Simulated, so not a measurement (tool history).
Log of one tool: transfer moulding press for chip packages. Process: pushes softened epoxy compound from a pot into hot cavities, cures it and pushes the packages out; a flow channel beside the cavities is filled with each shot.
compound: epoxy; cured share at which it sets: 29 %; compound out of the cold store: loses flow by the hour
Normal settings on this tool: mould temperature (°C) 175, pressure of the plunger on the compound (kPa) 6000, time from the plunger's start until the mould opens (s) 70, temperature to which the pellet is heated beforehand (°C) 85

run   hour  mould temperature (°C)  pressure of the plunger on the compound (kPa)  time from the plunger's start until the mould opens (s)  temperature to which the pellet is heated beforehand (°C)  incoming compound's hours out of the cold store  length that the compound runs in the flow channel (mm)  greatest force on the pins that push the packages out (N)
  1    0.0                     175                                           6000                                                       70                                                         85                                             36.3                                                     475                                                        816
      27.9  -- cavities cleaned with cleaning compound and waxed
  2   35.8                     175                                           6000                                                       68                                                         85                                             15.9                                                     509                                                        587
  3   72.0                     175                                           6000                                                       68                                                         85                                             27.2                                                     482                                                        831
     101.7  -- cavities cleaned with cleaning compound and waxed
  4  105.1                     175                                           6000                                                       68                                                         85                                             19.2                                                     499                                                        530
  5  143.2                     175                                           6000                                                       68                                                         85                                             42.7                                                     445                                                        789
     176.1  -- cavities cleaned with cleaning compound and waxed
  6  179.6                     175                                           6000                                                       68                                                         85                                             29.0                                                     469                                                        545
     190.9  -- plunger's sealing rings changed
  7  204.7                     175                                           6000                                                       68                                                         85                                             14.1                                                     519                                                        804
  8  235.7                     175                                           6000                                                       68                                                         85                                             12.3                                                     519                                                       1008
     253.4  -- cavities cleaned with cleaning compound and waxed
  9  277.9                     175                                           6000                                                       68                                                         85                                             20.2                                                     497                                                        739
 10  320.9                     175                                           6000                                                       70                                                         80                                             19.4                                                     503                                                        937
     327.2  -- cavities cleaned with cleaning compound and waxed
 11  343.4                     175                                           6000                                                       70                                                         85                                             46.3                                                     439                                                        617
 12  369.1                     175                                           6000                                                       70                                                         85                                             45.5                                                     444                                                        801
     390.8  -- plunger's sealing rings changed
 13  395.6                     175                                           6000                                                       70                                                         86                                             34.0                                                     477                                                        900
     404.5  -- cavities cleaned with cleaning compound and waxed
 14  422.1                     175                                           6000                                                       70                                                         85                                             15.2                                                     515                                                        675
 15  450.8                     182                                           6000                                                       68                                                         85                                             39.4                                                     451                                                        611
     478.7  -- cavities cleaned with cleaning compound and waxed
 16  496.4                     180                                           5590                                                       66                                                         81                                             18.0                                                     478                                                        569
 17  533.4                     175                                           5180                                                       70                                                         87                                             11.3                                                     479                                                        922
     554.8  -- cavities cleaned with cleaning compound and waxed
 18  575.8                     175                                           5960                                                       70                                                         87                                             12.8                                                     507                                                        675
     593.0  -- plunger's sealing rings changed
 19  622.8                     177                                           6000                                                       51                                                         85                                              9.6                                                     523                                                       1878
     631.1  -- cavities cleaned with cleaning compound and waxed
 20  648.1                     177                                           6000                                                       70                                                         84                                             15.7                                                     511                                                        569
 21  680.4                     174                                           6000                                                       70                                                         91                                             35.4                                                     470                                                        875
     705.6  -- cavities cleaned with cleaning compound and waxed
 22  719.2                     174                                           6000                                                       70                                                         91                                             22.8                                                     498                                                        658
 23  746.2                     174                                           5630                                                       70                                                         85                                             30.7                                                     465                                                        876
 24  770.5                     174                                           5630                                                       70                                                         85                                             31.3                                                     462                                                        987
     779.1  -- cavities cleaned with cleaning compound and waxed
     794.8  -- plunger's sealing rings changed
 25  805.7                     174                                           5630                                                       70                                                         85                                             38.3                                                     459                                                        756
 26  829.7                     174                                           5630                                                       70                                                         85                                             19.6                                                     494                                                        977
     856.7  -- cavities cleaned with cleaning compound and waxed
 27  869.2                     176                                           6000                                                       70                                                         94                                              9.1                                                     520                                                        604

Forecast each of these 3 alternatives for the next run:
  A  892.2                     172                                           6000                                                       70                                                         77                                             39.8                                                       ?                                                          ?
  B  892.2                     180                                           5000                                                       67                                                         85                                             19.4                                                       ?                                                          ?
  C  892.2                     169                                           6000                                                       95                                                         94                                             30.8                                                       ?                                                          ?

run  length that the compound runs in the flow channel (mm)  greatest force on the pins that push the packages out (N)
  A                                                     470                                                        979
  B                                                     449                                                        665
  C                                                     485                                                        644
What these runs would have given with no unlogged condition in the tool:
run  length that the compound runs in the flow channel (mm)  greatest force on the pins that push the packages out (N)
  A                                                     477                                                        518
  B                                                     455                                                        357
  C                                                     492                                                        351
